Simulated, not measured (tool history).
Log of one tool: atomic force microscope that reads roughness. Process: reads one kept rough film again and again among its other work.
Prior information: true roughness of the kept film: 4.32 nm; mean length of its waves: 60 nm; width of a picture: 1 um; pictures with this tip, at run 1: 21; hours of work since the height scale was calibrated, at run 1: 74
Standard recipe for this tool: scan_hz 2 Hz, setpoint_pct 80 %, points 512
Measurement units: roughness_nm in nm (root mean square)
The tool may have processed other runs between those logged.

| run | day | scan_hz | setpoint_pct | points | pictures with this tip | hours of work since the height scale was calibrated | roughness_nm |
|---|---|---|---|---|---|---|---|
| 1 | 0 | 2 | 80 | 512 | 21 | 74 | 3.589 |
| 2 | 0.179 | 2 | 80 | 512 | 29 | 76 | 3.552 |
| 3 | 0.417 | 2 | 80 | 512 | 39 | 80 | 3.515 |
| 4 | 0.588 | 2 | 80 | 341 | 46 | 82 | 3.515 |
| 5 | 0.929 | 2 | 80 | 341 | 60 | 87 | 3.44 |
| 6 | 1.175 | 2 | 80 | 440 | 70 | 90 | 3.445 |
| 7 | 1.371 | 2 | 80 | 512 | 78 | 93 | 3.384 |
| 8 | 1.738 | 2 | 80 | 512 | 93 | 98 | 3.322 |
| 9 | 2.121 | 2 | 80 | 574 | 109 | 104 | 3.326 |
|  | 2.45 | new tip fitted |
| 10 | 2.479 | 2 | 56 | 574 | 1 | 109 | 3.99 |
| 11 | 2.796 | 2 | 80 | 495 | 14 | 113 | 3.654 |
| 12 | 3.158 | 1.81 | 80 | 512 | 29 | 118 | 3.628 |
| 13 | 3.371 | 1.81 | 80 | 512 | 38 | 121 | 3.546 |
| 14 | 3.638 | 1.81 | 80 | 736 | 49 | 125 | 3.564 |
| 15 | 3.875 | 1.81 | 80 | 736 | 59 | 128 | 3.48 |
| 16 | 4.192 | 1.81 | 80 | 736 | 72 | 133 | 3.448 |
| 17 | 4.5 | 3.1 | 80 | 512 | 85 | 137 | 3.185 |
| 18 | 4.771 | 2 | 80 | 512 | 96 | 141 | 3.339 |
| 19 | 5 | 2 | 80 | 512 | 105 | 144 | 3.288 |
| 20 | 5.204 | 2 | 80 | 512 | 114 | 147 | 3.276 |
|  | 5.438 | new tip fitted |
| 21 | 5.538 | 0.53 | 80 | 512 | 5 | 152 | 3.974 |
| 22 | 5.871 | 0.53 | 80 | 512 | 18 | 156 | 3.944 |
|  | 5.933 | height scale calibrated on a step standard |
| 23 | 6.204 | 0.76 | 62 | 380 | 31 | 4 | 3.916 |
| 24 | 6.375 | 1.31 | 80 | 418 | 38 | 6 | 3.637 |
| 25 | 6.688 | 1.31 | 73 | 437 | 50 | 11 | 3.714 |
| 26 | 6.962 | 3.03 | 58 | 709 | 62 | 15 | 3.689 |
| 27 | 7.329 | 2.2 | 65 | 925 | 77 | 20 | 3.612 |
| 28 | 7.654 | 2.88 | 78 | 485 | 91 | 24 | 3.248 |
| 29 | 7.988 | 2.88 | 78 | 485 | 104 | 29 | 3.231 |
|  | 8.246 | height scale calibrated on a step standard, once more |
| 30 | 8.246 | 1.61 | 71 | 512 | 113 | 0 | 3.477 |
|  | 8.475 | new tip fitted |
| 31 | 8.604 | 1.61 | 71 | 512 | 5 | 5 | 3.866 |
| 32 | 8.938 | 0.6 | 71 | 324 | 19 | 10 | 3.903 |
| 33 | 9.279 | 2 | 66 | 512 | 33 | 14 | 3.736 |
| 34 | 9.479 | 2 | 61 | 290 | 41 | 17 | 3.796 |
| 35 | 9.854 | 1 | 73 | 512 | 57 | 22 | 3.725 |
| 36 | 10.05 | 1 | 73 | 512 | 65 | 25 | 3.685 |
| 37 | 10.346 | 1 | 73 | 512 | 77 | 29 | 3.618 |
| 38 | 10.667 | 1 | 60 | 512 | 90 | 34 | 3.659 |
| 39 | 11 | 1.41 | 64 | 331 | 104 | 39 | 3.575 |
| 40 | 11.246 | 2 | 88 | 367 | 114 | 42 | 3.101 |
|  | 11.442 | new tip fitted |
| 41 | 11.442 | 3.41 | 68 | 427 | 0 | 45 | 3.73 |
| 42 | 11.771 | 2 | 81 | 287 | 13 | 49 | 3.604 |

Entry by entry between the runs, the difference in hidden state between the last listed run before and the first listed run after:
Between runs 9 and 10: new tip fitted (day 2.45)
  radius of the tip, nm: 36.2 -> 10.6; height scale over the true one, %: 0.08 -> 0.09
  measured result minus the result with no hidden state, roughness_nm: -0.392 -> -0.008 nm (root mean square)
Between runs 20 and 21: new tip fitted (day 5.438)
  radius of the tip, nm: 38.5 -> 12.1
  measured result minus the result with no hidden state, roughness_nm: -0.418 -> -0.032 nm (root mean square)
Between runs 22 and 23: height scale calibrated on a step standard (day 5.933)
  radius of the tip, nm: 15.2 -> 18.5; height scale over the true one, %: 0.15 -> 0.21
  measured result minus the result with no hidden state, roughness_nm: -0.085 -> -0.141 nm (root mean square)
Between runs 29 and 30: height scale calibrated on a step standard, once more (day 8.246)
  radius of the tip, nm: 35.8 -> 38; height scale over the true one, %: 0.25 -> -0.07
  measured result minus the result with no hidden state, roughness_nm: -0.367 -> -0.443 nm (root mean square)
Between runs 30 and 31: new tip fitted (day 8.475)
  radius of the tip, nm: 38 -> 12.2; height scale over the true one, %: -0.07 -> -0.06
  measured result minus the result with no hidden state, roughness_nm: -0.443 -> -0.041 nm (root mean square)
Between runs 40 and 41: new tip fitted (day 11.442)
  radius of the tip, nm: 38.7 -> 10.1
  measured result minus the result with no hidden state, roughness_nm: -0.402 -> -0.002 nm (root mean square)

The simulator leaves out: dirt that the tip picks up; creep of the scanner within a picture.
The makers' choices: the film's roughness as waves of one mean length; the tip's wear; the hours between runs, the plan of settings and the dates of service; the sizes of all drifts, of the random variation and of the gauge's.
